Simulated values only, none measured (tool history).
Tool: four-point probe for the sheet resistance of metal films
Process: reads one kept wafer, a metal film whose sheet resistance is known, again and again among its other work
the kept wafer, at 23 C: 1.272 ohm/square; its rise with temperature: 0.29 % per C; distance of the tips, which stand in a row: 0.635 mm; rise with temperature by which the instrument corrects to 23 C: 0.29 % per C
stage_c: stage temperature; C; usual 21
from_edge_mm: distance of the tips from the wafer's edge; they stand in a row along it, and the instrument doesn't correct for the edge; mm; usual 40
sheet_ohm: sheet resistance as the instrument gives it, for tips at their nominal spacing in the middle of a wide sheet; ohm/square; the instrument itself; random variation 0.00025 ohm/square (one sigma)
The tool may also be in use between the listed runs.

run    hour  stage_c  from_edge_mm  sheet_ohm
  1       0       21            40   1.268494
  2    85.9       21            35   1.268153
  3   124.5       21            35   1.267515
  4   182.9       25            35   1.267786
  5   228.8       21            40   1.267725
  6   316.5       21             3   1.297385
  7   382.9       21            40   1.267073
  8   431.1       21            40   1.266743
  9   479.7       21            40   1.267071
        519  -- new probe head fitted
 10   566.4       19            40   1.268644
 11   637.6       21            40   1.268017
 12     696       21            40   1.268504
 13   735.5       18             8   1.272638
 14   781.6       25            40   1.268397
 15     840       25            40   1.268106
 16   917.3       31             9   1.271094
 17    1002       23            23   1.267609
 18  1066.5       23            14   1.268259
 19  1154.4       34             8   1.271094
 20  1222.7       21            28    1.26688
 21  1312.8       21            28   1.266621
 22  1360.6       24            31   1.266372

5 ways to go on from here, each from the tool as it stands after run 22. What would each give?
  A  1432.6       21             7          ?
  B  1432.6       25            57          ?
  C  1432.6       27            16          ?
  D  1432.6       31            13          ?
  E  1432.6       25            51          ?

run  sheet_ohm
  A   1.271655
  B   1.265954
  C   1.266827
  D     1.2674
  E   1.265943
Without the tool's hidden state the same runs would have given:
run  sheet_ohm
  A   1.278094
  B   1.272368
  C   1.273246
  D   1.273824
  E   1.272357
